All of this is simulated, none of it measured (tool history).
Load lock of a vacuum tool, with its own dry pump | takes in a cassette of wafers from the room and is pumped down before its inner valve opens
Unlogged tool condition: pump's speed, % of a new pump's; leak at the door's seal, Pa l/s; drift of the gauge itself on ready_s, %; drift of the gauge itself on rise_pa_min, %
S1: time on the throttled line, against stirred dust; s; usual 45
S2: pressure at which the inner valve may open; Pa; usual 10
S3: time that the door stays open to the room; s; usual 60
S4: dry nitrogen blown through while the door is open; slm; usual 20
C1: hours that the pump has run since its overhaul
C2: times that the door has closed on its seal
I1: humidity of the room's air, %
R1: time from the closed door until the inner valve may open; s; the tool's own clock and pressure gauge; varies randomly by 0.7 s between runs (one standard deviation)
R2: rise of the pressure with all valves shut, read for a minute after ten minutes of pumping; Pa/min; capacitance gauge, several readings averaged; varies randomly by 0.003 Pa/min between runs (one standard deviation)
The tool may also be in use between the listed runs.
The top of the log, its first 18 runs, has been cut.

{"run": 19, "hour": 4083.2, "S1": 31, "S2": 10, "S3": 60, "S4": 20, "C1": 5762, "C2": 58205, "I1": 45.7, "R1": 98.6, "R2": 0.101}
{"run": 20, "hour": 4357.9, "S1": 31, "S2": 10, "S3": 60, "S4": 20, "C1": 6036, "C2": 59448, "I1": 46.8, "R1": 99, "R2": 0.114}
{"run": 21, "hour": 4558.0, "S1": 31, "S2": 10, "S3": 60, "S4": 20, "C1": 6236, "C2": 60353, "I1": 42, "R1": 100.1, "R2": 0.106}
{"run": 22, "hour": 4818.4, "S1": 37, "S2": 14, "S3": 127, "S4": 28, "C1": 6497, "C2": 61532, "I1": 45.8, "R1": 100.4, "R2": 0.123}
{"run": 23, "hour": 4964.0, "S1": 37, "S2": 14, "S3": 185, "S4": 28, "C1": 6642, "C2": 62191, "I1": 45.5, "R1": 100.3, "R2": 0.141}
{"run": 24, "hour": 5144.5, "S1": 37, "S2": 14, "S3": 185, "S4": 28, "C1": 6823, "C2": 63007, "I1": 46.2, "R1": 102, "R2": 0.14}
{"run": 25, "hour": 5361.1, "S1": 62, "S2": 8, "S3": 37, "S4": 22, "C1": 7040, "C2": 63987, "I1": 42.1, "R1": 125.4, "R2": 0.114}
{"run": 26, "hour": 5612.9, "S1": 62, "S2": 8, "S3": 37, "S4": 22, "C1": 7291, "C2": 65126, "I1": 44.7, "R1": 125.4, "R2": 0.118}
{"run": 27, "hour": 5871.0, "S1": 62, "S2": 8, "S3": 37, "S4": 22, "C1": 7549, "C2": 66294, "I1": 43.9, "R1": 123.6, "R2": 0.126}
{"run": 28, "hour": 6075.5, "S1": 31, "S2": 7, "S3": 37, "S4": 22, "C1": 7754, "C2": 67219, "I1": 45.2, "R1": 102.9, "R2": 0.128}
{"run": 29, "hour": 6297.0, "S1": 45, "S2": 10, "S3": 55, "S4": 14, "C1": 7975, "C2": 68221, "I1": 44.9, "R1": 111.4, "R2": 0.14}
{"run": 30, "hour": 6492.0, "S1": 69, "S2": 10, "S3": 129, "S4": 18, "C1": 8170, "C2": 69103, "I1": 46.1, "R1": 130.7, "R2": 0.149}
{"run": 31, "hour": 6718.4, "S1": 45, "S2": 10, "S3": 108, "S4": 33, "C1": 8397, "C2": 70128, "I1": 45.7, "R1": 109.9, "R2": 0.142}
{"run": 32, "hour": 6952.5, "S1": 45, "S2": 10, "S3": 46, "S4": 33, "C1": 8631, "C2": 71187, "I1": 43.2, "R1": 112.7, "R2": 0.137}
{"run": 33, "hour": 7120.7, "S1": 45, "S2": 10, "S3": 46, "S4": 33, "C1": 8799, "C2": 71948, "I1": 43.8, "R1": 110.9, "R2": 0.141}
{"run": 34, "hour": 7301.4, "S1": 23, "S2": 9, "S3": 32, "S4": 6, "C1": 8980, "C2": 72765, "I1": 45.5, "R1": 94.5, "R2": 0.149}
{"run": 35, "hour": 7428.7, "S1": 44, "S2": 9, "S3": 60, "S4": 20, "C1": 9107, "C2": 73341, "I1": 46.2, "R1": 111.2, "R2": 0.154}
{"hour": 7536.3, "done": "door's seal changed, seat wiped"}
{"run": 36, "hour": 7595.4, "S1": 45, "S2": 12, "S3": 60, "S4": 9, "C1": 9272, "C2": 267, "I1": 45.3, "R1": 110.4, "R2": 0.025}

Each row is a separate what-if for the run after 36, all from the same tool condition, not one after another. Results?
{"run": "A", "hour": 7737.1, "S1": 45, "S2": 10, "S3": 60, "S4": 30, "C1": 9414, "C2": 909, "I1": 45.7, "R1": "?", "R2": "?"}
{"run": "B", "hour": 7737.1, "S1": 57, "S2": 12, "S3": 60, "S4": 9, "C1": 9414, "C2": 909, "I1": 41.2, "R1": "?", "R2": "?"}
{"run": "C", "hour": 7737.1, "S1": 42, "S2": 11, "S3": 60, "S4": 18, "C1": 9414, "C2": 909, "I1": 48.7, "R1": "?", "R2": "?"}
{"run": "D", "hour": 7737.1, "S1": 45, "S2": 8, "S3": 231, "S4": 29, "C1": 9414, "C2": 909, "I1": 42, "R1": "?", "R2": "?"}

run=A R1=112.8 R2=0.008
run=B R1=118.1 R2=0.024
run=C R1=108.4 R2=0.016
run=D R1=112.3 R2=0.036
With the hidden condition removed and each run's random variation left untouched, the same runs would have given:
run=A R1=105.8 R2=0.007
run=B R1=111.5 R2=0.023
run=C R1=101.4 R2=0.015
run=D R1=105.2 R2=0.034
